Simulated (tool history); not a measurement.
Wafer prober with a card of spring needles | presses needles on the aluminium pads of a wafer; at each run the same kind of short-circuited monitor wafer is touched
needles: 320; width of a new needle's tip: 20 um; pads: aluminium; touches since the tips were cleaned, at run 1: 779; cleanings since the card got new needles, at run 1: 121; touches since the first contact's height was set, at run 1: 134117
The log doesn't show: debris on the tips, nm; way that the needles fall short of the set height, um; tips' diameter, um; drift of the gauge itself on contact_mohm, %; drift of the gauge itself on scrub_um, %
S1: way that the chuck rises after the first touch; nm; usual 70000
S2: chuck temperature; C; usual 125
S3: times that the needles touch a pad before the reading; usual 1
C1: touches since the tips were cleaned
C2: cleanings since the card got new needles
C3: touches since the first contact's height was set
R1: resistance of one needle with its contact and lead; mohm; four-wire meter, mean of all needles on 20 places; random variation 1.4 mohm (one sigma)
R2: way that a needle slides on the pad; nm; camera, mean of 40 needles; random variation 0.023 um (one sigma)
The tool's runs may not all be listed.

{"run": 1, "hour": 0.0, "S1": 70000, "S2": 125, "S3": 1, "C1": 779, "C2": 121, "C3": 134117, "R1": 126, "R2": 18460}
{"hour": 7.4, "done": "tips cleaned on abrasive film"}
{"hour": 17.4, "done": "tips cleaned on abrasive film"}
{"run": 2, "hour": 25.2, "S1": 70000, "S2": 125, "S3": 1, "C1": 5655, "C2": 123, "C3": 152196, "R1": 124, "R2": 18470}
{"hour": 27.4, "done": "tips cleaned on abrasive film"}
{"hour": 36.7, "done": "tips cleaned on abrasive film"}
{"run": 3, "hour": 42.9, "S1": 70000, "S2": 125, "S3": 1, "C1": 4489, "C2": 125, "C3": 164875, "R1": 126, "R2": 18430}
{"hour": 47.0, "done": "tips cleaned on abrasive film"}
{"hour": 52.8, "done": "height of the first contact set anew"}
{"hour": 56.6, "done": "tips cleaned on abrasive film"}
{"hour": 65.7, "done": "tips cleaned on abrasive film"}
{"run": 4, "hour": 65.7, "S1": 70000, "S2": 79, "S3": 1, "C1": 0, "C2": 128, "C3": 9131, "R1": 120, "R2": 18460}
{"hour": 74.7, "done": "tips cleaned on abrasive film"}
{"hour": 84.5, "done": "tips cleaned on abrasive film"}
{"run": 5, "hour": 87.7, "S1": 70000, "S2": 40, "S3": 1, "C1": 2301, "C2": 130, "C3": 24918, "R1": 116, "R2": 18470}
{"hour": 93.3, "done": "tips cleaned on abrasive film"}
{"run": 6, "hour": 100.8, "S1": 70000, "S2": 125, "S3": 1, "C1": 5417, "C2": 131, "C3": 34299, "R1": 123, "R2": 18470}
{"hour": 102.8, "done": "tips cleaned on abrasive film"}
{"hour": 113.3, "done": "tips cleaned on abrasive film"}
{"hour": 123.2, "done": "tips cleaned on abrasive film"}
{"run": 7, "hour": 128.4, "S1": 70000, "S2": 63, "S3": 1, "C1": 3751, "C2": 134, "C3": 54055, "R1": 117, "R2": 18440}
{"hour": 132.0, "done": "tips cleaned on abrasive film"}
{"hour": 141.3, "done": "tips cleaned on abrasive film"}
{"hour": 150.4, "done": "tips cleaned on abrasive film"}
{"run": 8, "hour": 153.4, "S1": 70000, "S2": 113, "S3": 1, "C1": 2172, "C2": 137, "C3": 71916, "R1": 124, "R2": 18450}
{"hour": 159.7, "done": "tips cleaned on abrasive film"}
{"hour": 168.2, "done": "tips cleaned on abrasive film"}
{"hour": 177.4, "done": "tips cleaned on abrasive film"}
{"run": 9, "hour": 178.6, "S1": 70000, "S2": 125, "S3": 1, "C1": 894, "C2": 140, "C3": 89940, "R1": 125, "R2": 18480}
{"hour": 186.4, "done": "tips cleaned on abrasive film"}
{"hour": 196.2, "done": "tips cleaned on abrasive film"}
{"hour": 205.5, "done": "tips cleaned on abrasive film"}
{"run": 10, "hour": 205.5, "S1": 70000, "S2": 125, "S3": 1, "C1": 0, "C2": 143, "C3": 109148, "R1": 127, "R2": 18410}
{"hour": 215.5, "done": "tips cleaned on abrasive film"}
{"run": 11, "hour": 219.1, "S1": 70000, "S2": 125, "S3": 1, "C1": 2635, "C2": 144, "C3": 118949, "R1": 126, "R2": 18450}
{"hour": 225.2, "done": "tips cleaned on abrasive film"}
{"hour": 234.8, "done": "tips cleaned on abrasive film"}
{"run": 12, "hour": 236.1, "S1": 70000, "S2": 125, "S3": 1, "C1": 878, "C2": 146, "C3": 131040, "R1": 126, "R2": 18400}
{"hour": 244.5, "done": "tips cleaned on abrasive film"}
{"hour": 253.7, "done": "tips cleaned on abrasive film"}
{"run": 13, "hour": 258.5, "S1": 70000, "S2": 125, "S3": 1, "C1": 3431, "C2": 148, "C3": 147113, "R1": 126, "R2": 18490}
{"hour": 263.2, "done": "tips cleaned on abrasive film"}
{"hour": 272.1, "done": "tips cleaned on abrasive film"}
{"hour": 281.8, "done": "tips cleaned on abrasive film"}
{"run": 14, "hour": 282.4, "S1": 70000, "S2": 125, "S3": 1, "C1": 382, "C2": 151, "C3": 164170, "R1": 127, "R2": 18440}
{"hour": 292.2, "done": "tips cleaned on abrasive film"}
{"hour": 292.5, "done": "height of the first contact set anew"}
{"hour": 302.1, "done": "tips cleaned on abrasive film"}
{"run": 15, "hour": 303.8, "S1": 70000, "S2": 125, "S3": 1, "C1": 1231, "C2": 153, "C3": 8087, "R1": 123, "R2": 18450}
{"hour": 311.0, "done": "tips cleaned on abrasive film"}
{"hour": 320.3, "done": "tips cleaned on abrasive film"}
{"run": 16, "hour": 327.0, "S1": 70000, "S2": 125, "S3": 2, "C1": 4809, "C2": 155, "C3": 24732, "R1": 127, "R2": 18480}
{"hour": 329.7, "done": "tips cleaned on abrasive film"}
{"hour": 338.9, "done": "tips cleaned on abrasive film"}
{"run": 17, "hour": 343.5, "S1": 85000, "S2": 125, "S3": 2, "C1": 3265, "C2": 157, "C3": 36502, "R1": 125, "R2": 22400}
{"hour": 347.9, "done": "tips cleaned on abrasive film"}
{"hour": 357.8, "done": "tips cleaned on abrasive film"}
{"run": 18, "hour": 360.9, "S1": 70000, "S2": 27, "S3": 1, "C1": 2243, "C2": 159, "C3": 48978, "R1": 110, "R2": 18450}
{"hour": 367.7, "done": "tips cleaned on abrasive film"}
{"run": 19, "hour": 373.1, "S1": 61000, "S2": 125, "S3": 2, "C1": 3942, "C2": 160, "C3": 57738, "R1": 128, "R2": 16090}
{"hour": 377.3, "done": "tips cleaned on abrasive film"}
{"hour": 386.5, "done": "tips cleaned on abrasive film"}
{"hour": 395.0, "done": "tips cleaned on abrasive film"}
{"run": 20, "hour": 396.1, "S1": 65000, "S2": 125, "S3": 1, "C1": 804, "C2": 163, "C3": 74146, "R1": 127, "R2": 17180}
{"hour": 404.7, "done": "tips cleaned on abrasive film"}
{"hour": 414.6, "done": "tips cleaned on abrasive film"}
{"run": 21, "hour": 416.7, "S1": 64000, "S2": 111, "S3": 2, "C1": 1544, "C2": 165, "C3": 88903, "R1": 125, "R2": 16880}
{"hour": 424.0, "done": "tips cleaned on abrasive film"}
{"hour": 434.2, "done": "tips cleaned on abrasive film"}
{"run": 22, "hour": 436.6, "S1": 64000, "S2": 111, "S3": 2, "C1": 1697, "C2": 167, "C3": 103126, "R1": 127, "R2": 16840}
{"hour": 443.4, "done": "tips cleaned on abrasive film"}
{"run": 23, "hour": 449.1, "S1": 64000, "S2": 111, "S3": 2, "C1": 4179, "C2": 168, "C3": 112128, "R1": 125, "R2": 16860}
{"hour": 452.7, "done": "tips cleaned on abrasive film"}
{"hour": 462.5, "done": "tips cleaned on abrasive film"}
{"run": 24, "hour": 470.7, "S1": 64000, "S2": 111, "S3": 2, "C1": 5949, "C2": 170, "C3": 127598, "R1": 128, "R2": 16890}
{"hour": 472.9, "done": "tips cleaned on abrasive film"}
{"hour": 483.2, "done": "tips cleaned on abrasive film"}
{"run": 25, "hour": 484.2, "S1": 89000, "S2": 56, "S3": 2, "C1": 690, "C2": 172, "C3": 137149, "R1": 115, "R2": 23520}
{"hour": 492.1, "done": "tips cleaned on abrasive film"}
{"hour": 504.1, "done": "card fitted with new needles"}
{"hour": 513.4, "done": "tips cleaned on abrasive film"}
{"hour": 522.4, "done": "tips cleaned on abrasive film"}
{"run": 26, "hour": 522.4, "S1": 89000, "S2": 56, "S3": 2, "C1": 0, "C2": 2, "C3": 13083, "R1": 116, "R2": 23430}
{"hour": 532.3, "done": "tips cleaned on abrasive film"}
{"run": 27, "hour": 535.3, "S1": 70000, "S2": 40, "S3": 2, "C1": 2154, "C2": 3, "C3": 22356, "R1": 116, "R2": 18480}
{"hour": 542.5, "done": "tips cleaned on abrasive film"}
{"hour": 552.0, "done": "tips cleaned on abrasive film"}
{"run": 28, "hour": 552.5, "S1": 70000, "S2": 37, "S3": 1, "C1": 369, "C2": 5, "C3": 34641, "R1": 116, "R2": 18470}
{"hour": 560.9, "done": "tips cleaned on abrasive film"}
{"hour": 570.1, "done": "tips cleaned on abrasive film"}
{"run": 29, "hour": 574.6, "S1": 74000, "S2": 96, "S3": 2, "C1": 3281, "C2": 7, "C3": 50533, "R1": 122, "R2": 19510}

Hidden state at the last listed run before each entry between runs and at the first one after, where it differs:
Between runs 1 and 2: tips cleaned on abrasive film (hour 7.4); tips cleaned on abrasive film (hour 17.4)
  debris on the tips, nm: 0.3 -> 1.1
Between runs 2 and 3: tips cleaned on abrasive film (hour 27.4); tips cleaned on abrasive film (hour 36.7)
  debris on the tips, nm: 1.1 -> 1; way that the needles fall short of the set height, um: 0.01 -> 0.02
Between runs 3 and 4: tips cleaned on abrasive film (hour 47.0); height of the first contact set anew (hour 52.8); tips cleaned on abrasive film (hour 56.6); tips cleaned on abrasive film (hour 65.7)
  debris on the tips, nm: 1 -> 0.1; way that the needles fall short of the set height, um: 0.02 -> 0
Between runs 4 and 5: tips cleaned on abrasive film (hour 74.7); tips cleaned on abrasive film (hour 84.5)
  debris on the tips, nm: 0.1 -> 0.7
Between runs 5 and 6: tips cleaned on abrasive film (hour 93.3)
  debris on the tips, nm: 0.7 -> 1.1
Between runs 6 and 7: tips cleaned on abrasive film (hour 102.8); tips cleaned on abrasive film (hour 113.3); tips cleaned on abrasive film (hour 123.2)
  debris on the tips, nm: 1.1 -> 0.8
Between runs 7 and 8: tips cleaned on abrasive film (hour 132.0); tips cleaned on abrasive film (hour 141.3); tips cleaned on abrasive film (hour 150.4)
  debris on the tips, nm: 0.8 -> 0.5; way that the needles fall short of the set height, um: 0 -> 0.01
Between runs 8 and 9: tips cleaned on abrasive film (hour 159.7); tips cleaned on abrasive film (hour 168.2); tips cleaned on abrasive film (hour 177.4)
  debris on the tips, nm: 0.5 -> 0.3
Between runs 9 and 10: tips cleaned on abrasive film (hour 186.4); tips cleaned on abrasive film (hour 196.2); tips cleaned on abrasive film (hour 205.5)
  debris on the tips, nm: 0.3 -> 0.1
Between runs 10 and 11: tips cleaned on abrasive film (hour 215.5)
  debris on the tips, nm: 0.1 -> 0.7
Between runs 11 and 12: tips cleaned on abrasive film (hour 225.2); tips cleaned on abrasive film (hour 234.8)
  debris on the tips, nm: 0.7 -> 0.3
Between runs 12 and 13: tips cleaned on abrasive film (hour 244.5); tips cleaned on abrasive film (hour 253.7)
  debris on the tips, nm: 0.3 -> 0.8
Between runs 13 and 14: tips cleaned on abrasive film (hour 263.2); tips cleaned on abrasive film (hour 272.1); tips cleaned on abrasive film (hour 281.8)
  debris on the tips, nm: 0.8 -> 0.2; way that the needles fall short of the set height, um: 0.01 -> 0.02
Between runs 14 and 15: tips cleaned on abrasive film (hour 292.2); height of the first contact set anew (hour 292.5); tips cleaned on abrasive film (hour 302.1)
  debris on the tips, nm: 0.2 -> 0.4; way that the needles fall short of the set height, um: 0.02 -> 0
Between runs 15 and 16: tips cleaned on abrasive film (hour 311.0); tips cleaned on abrasive film (hour 320.3)
  debris on the tips, nm: 0.4 -> 1; tips' diameter, um: 20.03 -> 20.04
Between runs 16 and 17: tips cleaned on abrasive film (hour 329.7); tips cleaned on abrasive film (hour 338.9)
  debris on the tips, nm: 1 -> 0.7
Between runs 17 and 18: tips cleaned on abrasive film (hour 347.9); tips cleaned on abrasive film (hour 357.8)
  debris on the tips, nm: 0.7 -> 0.6
Between runs 18 and 19: tips cleaned on abrasive film (hour 367.7)
  debris on the tips, nm: 0.6 -> 0.8; way that the needles fall short of the set height, um: 0 -> 0.01
Between runs 19 and 20: tips cleaned on abrasive film (hour 377.3); tips cleaned on abrasive film (hour 386.5); tips cleaned on abrasive film (hour 395.0)
  debris on the tips, nm: 0.8 -> 0.3
Between runs 20 and 21: tips cleaned on abrasive film (hour 404.7); tips cleaned on abrasive film (hour 414.6)
  debris on the tips, nm: 0.3 -> 0.5
Between runs 21 and 22: tips cleaned on abrasive film (hour 424.0); tips cleaned on abrasive film (hour 434.2)
  no hidden state differs between the two runs
Between runs 22 and 23: tips cleaned on abrasive film (hour 443.4)
  debris on the tips, nm: 0.5 -> 0.9
Between runs 23 and 24: tips cleaned on abrasive film (hour 452.7); tips cleaned on abrasive film (hour 462.5)
  debris on the tips, nm: 0.9 -> 1.1
Between runs 24 and 25: tips cleaned on abrasive film (hour 472.9); tips cleaned on abrasive film (hour 483.2)
  debris on the tips, nm: 1.1 -> 0.3
Between runs 25 and 26: tips cleaned on abrasive film (hour 492.1); card fitted with new needles (hour 504.1); tips cleaned on abrasive film (hour 513.4); tips cleaned on abrasive film (hour 522.4)
  debris on the tips, nm: 0.3 -> 0.1; way that the needles fall short of the set height, um: 0.01 -> 0; tips' diameter, um: 20.04 -> 20
Between runs 26 and 27: tips cleaned on abrasive film (hour 532.3)
  debris on the tips, nm: 0.1 -> 0.6
Between runs 27 and 28: tips cleaned on abrasive film (hour 542.5); tips cleaned on abrasive film (hour 552.0)
  debris on the tips, nm: 0.6 -> 0.2
Between runs 28 and 29: tips cleaned on abrasive film (hour 560.9); tips cleaned on abrasive film (hour 570.1)
  debris on the tips, nm: 0.2 -> 0.8
